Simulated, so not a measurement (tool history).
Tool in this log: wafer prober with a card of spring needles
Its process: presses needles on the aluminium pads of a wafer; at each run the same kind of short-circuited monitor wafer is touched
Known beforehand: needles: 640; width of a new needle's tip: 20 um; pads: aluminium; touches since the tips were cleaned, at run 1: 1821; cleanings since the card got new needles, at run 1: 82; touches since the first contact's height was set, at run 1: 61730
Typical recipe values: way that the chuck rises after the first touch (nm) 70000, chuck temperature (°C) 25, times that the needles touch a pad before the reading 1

| run | hour | way that the chuck rises after the first touch (nm) | chuck temperature (°C) | times that the needles touch a pad before the reading | touches since the tips were cleaned | cleanings since the card got new needles | touches since the first contact's height was set | resistance of one needle with its contact and lead (mohm) | way that a needle slides on the pad (nm) |
|---|---|---|---|---|---|---|---|---|---|
| 1 | 0 | 70000 | 25 | 1 | 1821 | 82 | 61730 | 152 | 12150 |
|  | 2.4 | tips cleaned on abrasive film |
|  | 8.2 | tips cleaned on abrasive film |
| 2 | 10.8 | 70000 | 25 | 1 | 1530 | 84 | 67961 | 152 | 12170 |
|  | 13.9 | tips cleaned on abrasive film |
|  | 19 | tips cleaned on abrasive film |
|  | 24.7 | tips cleaned on abrasive film |
|  | 30.2 | tips cleaned on abrasive film |
| 3 | 30.4 | 70000 | 25 | 1 | 107 | 88 | 79305 | 153 | 12020 |
|  | 36.1 | tips cleaned on abrasive film |
| 4 | 39.8 | 70000 | 25 | 1 | 2197 | 89 | 84776 | 152 | 12150 |
|  | 41.1 | tips cleaned on abrasive film |
|  | 45.8 | tips cleaned on abrasive film |
|  | 51.8 | tips cleaned on abrasive film |
|  | 57.2 | tips cleaned on abrasive film |
| 5 | 57.4 | 70000 | 28 | 1 | 144 | 93 | 94930 | 153 | 12130 |
|  | 62.9 | tips cleaned on abrasive film |
|  | 68.7 | tips cleaned on abrasive film |
|  | 74.1 | tips cleaned on abrasive film |
| 6 | 74.1 | 55000 | 44 | 1 | 0 | 96 | 104563 | 160 | 9600 |
|  | 79.2 | tips cleaned on abrasive film |
|  | 84.4 | tips cleaned on abrasive film |
| 7 | 85.2 | 55000 | 44 | 1 | 479 | 98 | 110986 | 158 | 9520 |
|  | 89.8 | tips cleaned on abrasive film |
|  | 95.5 | tips cleaned on abrasive film |
| 8 | 95.9 | 70000 | 63 | 3 | 251 | 100 | 117191 | 159 | 12160 |
|  | 101.3 | tips cleaned on abrasive film |
|  | 106.6 | tips cleaned on abrasive film |
|  | 112.1 | tips cleaned on abrasive film |
| 9 | 112.2 | 70000 | 27 | 1 | 56 | 103 | 126639 | 150 | 12130 |
|  | 117.7 | tips cleaned on abrasive film |
|  | 123.4 | tips cleaned on abrasive film |
|  | 128.4 | tips cleaned on abrasive film |
| 10 | 128.4 | 63000 | 73 | 2 | 0 | 106 | 136002 | 160 | 10960 |

Forecast each of these 3 alternatives for the next run:
|  | 134.2 | tips cleaned on abrasive film |
| A | 138 | 56000 | 119 | 1 | 2262 | 107 | 141589 | ? | ? |
|  | 134.2 | tips cleaned on abrasive film |
| B | 138 | 78000 | 79 | 2 | 2262 | 107 | 141589 | ? | ? |
|  | 134.2 | tips cleaned on abrasive film |
| C | 138 | 70000 | 25 | 2 | 2262 | 107 | 141589 | ? | ? |

| run | resistance of one needle with its contact and lead (mohm) | way that a needle slides on the pad (nm) |
|---|---|---|
| A | 171 | 9700 |
| B | 159 | 13450 |
| C | 151 | 12180 |
Had the tool no hidden state, the same runs would have come out as:
| run | resistance of one needle with its contact and lead (mohm) | way that a needle slides on the pad (nm) |
|---|---|---|
| A | 170 | 9700 |
| B | 158 | 13460 |
| C | 151 | 12190 |

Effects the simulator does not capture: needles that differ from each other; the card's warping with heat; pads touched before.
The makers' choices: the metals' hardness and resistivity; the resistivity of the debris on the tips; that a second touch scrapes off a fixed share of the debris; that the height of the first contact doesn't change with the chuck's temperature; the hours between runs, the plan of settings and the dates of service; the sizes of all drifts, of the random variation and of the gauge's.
